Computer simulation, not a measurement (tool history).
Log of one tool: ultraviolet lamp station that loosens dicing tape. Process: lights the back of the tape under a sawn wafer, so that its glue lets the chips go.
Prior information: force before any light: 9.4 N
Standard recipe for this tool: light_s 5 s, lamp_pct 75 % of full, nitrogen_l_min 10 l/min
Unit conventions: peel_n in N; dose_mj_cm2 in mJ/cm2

run 1 hour=0 | light_s=5 lamp_pct=75 nitrogen_l_min=10 | peel_n=0.948 dose_mj_cm2=317
run 2 hour=16.6 | light_s=5 lamp_pct=75 nitrogen_l_min=10 | peel_n=0.936 dose_mj_cm2=323
run 3 hour=36.9 | light_s=5 lamp_pct=75 nitrogen_l_min=10 | peel_n=0.969 dose_mj_cm2=317
run 4 hour=59.3 | light_s=5 lamp_pct=75 nitrogen_l_min=10 | peel_n=1.022 dose_mj_cm2=317
run 5 hour=80.4 | light_s=5 lamp_pct=75 nitrogen_l_min=10 | peel_n=0.983 dose_mj_cm2=314
run 6 hour=99.2 | light_s=5 lamp_pct=75 nitrogen_l_min=10 | peel_n=1.021 dose_mj_cm2=300
run 7 hour=128.9 | light_s=5 lamp_pct=75 nitrogen_l_min=10 | peel_n=1.03 dose_mj_cm2=304
run 8 hour=142.8 | light_s=5 lamp_pct=82 nitrogen_l_min=10 | peel_n=0.871 dose_mj_cm2=328
run 9 hour=168.1 | light_s=5 lamp_pct=82 nitrogen_l_min=10 | peel_n=0.891 dose_mj_cm2=326
run 10 hour=181 | light_s=5 lamp_pct=82 nitrogen_l_min=10 | peel_n=0.935 dose_mj_cm2=321
run 11 hour=198.3 | light_s=5 lamp_pct=82 nitrogen_l_min=10 | peel_n=0.92 dose_mj_cm2=325
run 12 hour=217 | light_s=5 lamp_pct=82 nitrogen_l_min=10 | peel_n=0.94 dose_mj_cm2=319
run 13 hour=234.4 | light_s=5 lamp_pct=75 nitrogen_l_min=10 | peel_n=1.159 dose_mj_cm2=290
run 14 hour=253.6 | light_s=8 lamp_pct=75 nitrogen_l_min=10 | peel_n=0.456 dose_mj_cm2=463
run 15 hour=276.3 | light_s=10 lamp_pct=75 nitrogen_l_min=10 | peel_n=0.302 dose_mj_cm2=571
run 16 hour=296.1 | light_s=10 lamp_pct=75 nitrogen_l_min=10 | peel_n=0.311 dose_mj_cm2=569
run 17 hour=321 | light_s=10 lamp_pct=75 nitrogen_l_min=10 | peel_n=0.316 dose_mj_cm2=555
run 18 hour=335 | light_s=5 lamp_pct=75 nitrogen_l_min=17 | peel_n=0.822 dose_mj_cm2=272
run 19 hour=349.4 | light_s=5 lamp_pct=75 nitrogen_l_min=10 | peel_n=1.197 dose_mj_cm2=270
run 20 hour=368 | light_s=3 lamp_pct=75 nitrogen_l_min=10 | peel_n=2.697 dose_mj_cm2=165
run 21 hour=395.4 | light_s=5 lamp_pct=75 nitrogen_l_min=10 | peel_n=1.31 dose_mj_cm2=269
run 22 hour=410 | light_s=5 lamp_pct=75 nitrogen_l_min=10 | peel_n=1.318 dose_mj_cm2=266
run 23 hour=437.7 | light_s=5 lamp_pct=82 nitrogen_l_min=10 | peel_n=1.119 dose_mj_cm2=291
run 24 hour=458 | light_s=9 lamp_pct=67 nitrogen_l_min=5 | peel_n=0.966 dose_mj_cm2=415
run 25 hour=474.4 | light_s=3 lamp_pct=73 nitrogen_l_min=5 | peel_n=3.982 dose_mj_cm2=149
run 26 hour=503.6 | light_s=2 lamp_pct=75 nitrogen_l_min=10 | peel_n=4.192 dose_mj_cm2=102
run 27 hour=529.8 | light_s=7 lamp_pct=61 nitrogen_l_min=10 | peel_n=1.181 dose_mj_cm2=288
run 28 hour=552.5 | light_s=3 lamp_pct=61 nitrogen_l_min=10 | peel_n=3.738 dose_mj_cm2=122
run 29 hour=569.9 | light_s=3 lamp_pct=75 nitrogen_l_min=4 | peel_n=4.352 dose_mj_cm2=148
run 30 hour=599.1 | light_s=5 lamp_pct=66 nitrogen_l_min=10 | peel_n=1.857 dose_mj_cm2=220
run 31 hour=627.6 | light_s=5 lamp_pct=60 nitrogen_l_min=10 | peel_n=2.269 dose_mj_cm2=191
run 32 hour=657 | light_s=5 lamp_pct=60 nitrogen_l_min=10 | peel_n=2.222 dose_mj_cm2=189
run 33 hour=675.8 | light_s=6 lamp_pct=68 nitrogen_l_min=7 | peel_n=1.828 dose_mj_cm2=253
-- hour=683.5 window cleaned of glue's vapour
run 34 hour=694.8 | light_s=2 lamp_pct=68 nitrogen_l_min=7 | peel_n=5.361 dose_mj_cm2=86
run 35 hour=708.6 | light_s=3 lamp_pct=68 nitrogen_l_min=5 | peel_n=4.335 dose_mj_cm2=127
run 36 hour=728.9 | light_s=3 lamp_pct=68 nitrogen_l_min=5 | peel_n=4.488 dose_mj_cm2=128
run 37 hour=741.7 | light_s=6 lamp_pct=75 nitrogen_l_min=10 | peel_n=1.215 dose_mj_cm2=281
run 38 hour=755.4 | light_s=6 lamp_pct=80 nitrogen_l_min=11 | peel_n=0.987 dose_mj_cm2=299
run 39 hour=782.5 | light_s=10 lamp_pct=78 nitrogen_l_min=10 | peel_n=0.412 dose_mj_cm2=481
run 40 hour=806.8 | light_s=4 lamp_pct=86 nitrogen_l_min=10 | peel_n=1.944 dose_mj_cm2=205
run 41 hour=820.5 | light_s=4 lamp_pct=86 nitrogen_l_min=10 | peel_n=1.97 dose_mj_cm2=204
run 42 hour=847.6 | light_s=4 lamp_pct=86 nitrogen_l_min=10 | peel_n=2.014 dose_mj_cm2=202
run 43 hour=877.7 | light_s=4 lamp_pct=86 nitrogen_l_min=10 | peel_n=2.071 dose_mj_cm2=198

Run by run, hidden condition taken away, random variation retained:
Hidden state present: lamp's light, % of a new lamp's; light that the window lets through, % of a clean one's; drift of the gauge itself on peel_n, %; drift of the gauge itself on dose_mj_cm2, %.
run=1 peel_n=0.744 dose_mj_cm2=358
run=2 peel_n=0.721 dose_mj_cm2=368
run=3 peel_n=0.736 dose_mj_cm2=363
run=4 peel_n=0.764 dose_mj_cm2=366
run=5 peel_n=0.718 dose_mj_cm2=366
run=6 peel_n=0.739 dose_mj_cm2=354
run=7 peel_n=0.725 dose_mj_cm2=362
run=8 peel_n=0.602 dose_mj_cm2=393
run=9 peel_n=0.604 dose_mj_cm2=395
run=10 peel_n=0.628 dose_mj_cm2=391
run=11 peel_n=0.61 dose_mj_cm2=398
run=12 peel_n=0.612 dose_mj_cm2=394
run=13 peel_n=0.752 dose_mj_cm2=361
run=14 peel_n=0.31 dose_mj_cm2=580
run=15 peel_n=0.233 dose_mj_cm2=723
run=16 peel_n=0.237 dose_mj_cm2=727
run=17 peel_n=0.236 dose_mj_cm2=718
run=18 peel_n=0.482 dose_mj_cm2=356
run=19 peel_n=0.703 dose_mj_cm2=356
run=20 peel_n=1.844 dose_mj_cm2=218
run=21 peel_n=0.736 dose_mj_cm2=361
run=22 peel_n=0.736 dose_mj_cm2=359
run=23 peel_n=0.598 dose_mj_cm2=399
run=24 peel_n=0.502 dose_mj_cm2=576
run=25 peel_n=2.86 dose_mj_cm2=209
run=26 peel_n=3.055 dose_mj_cm2=145
run=27 peel_n=0.572 dose_mj_cm2=413
run=28 peel_n=2.498 dose_mj_cm2=176
run=29 peel_n=3.074 dose_mj_cm2=217
run=30 peel_n=0.93 dose_mj_cm2=325
run=31 peel_n=1.167 dose_mj_cm2=288
run=32 peel_n=1.113 dose_mj_cm2=289
run=33 peel_n=0.832 dose_mj_cm2=391
run=34 peel_n=4.042 dose_mj_cm2=130
run=35 peel_n=2.998 dose_mj_cm2=193
run=36 peel_n=3.079 dose_mj_cm2=196
run=37 peel_n=0.52 dose_mj_cm2=431
run=38 peel_n=0.414 dose_mj_cm2=462
run=39 peel_n=0.229 dose_mj_cm2=754
run=40 peel_n=0.87 dose_mj_cm2=328
run=41 peel_n=0.869 dose_mj_cm2=328
run=42 peel_n=0.866 dose_mj_cm2=328
run=43 peel_n=0.869 dose_mj_cm2=330
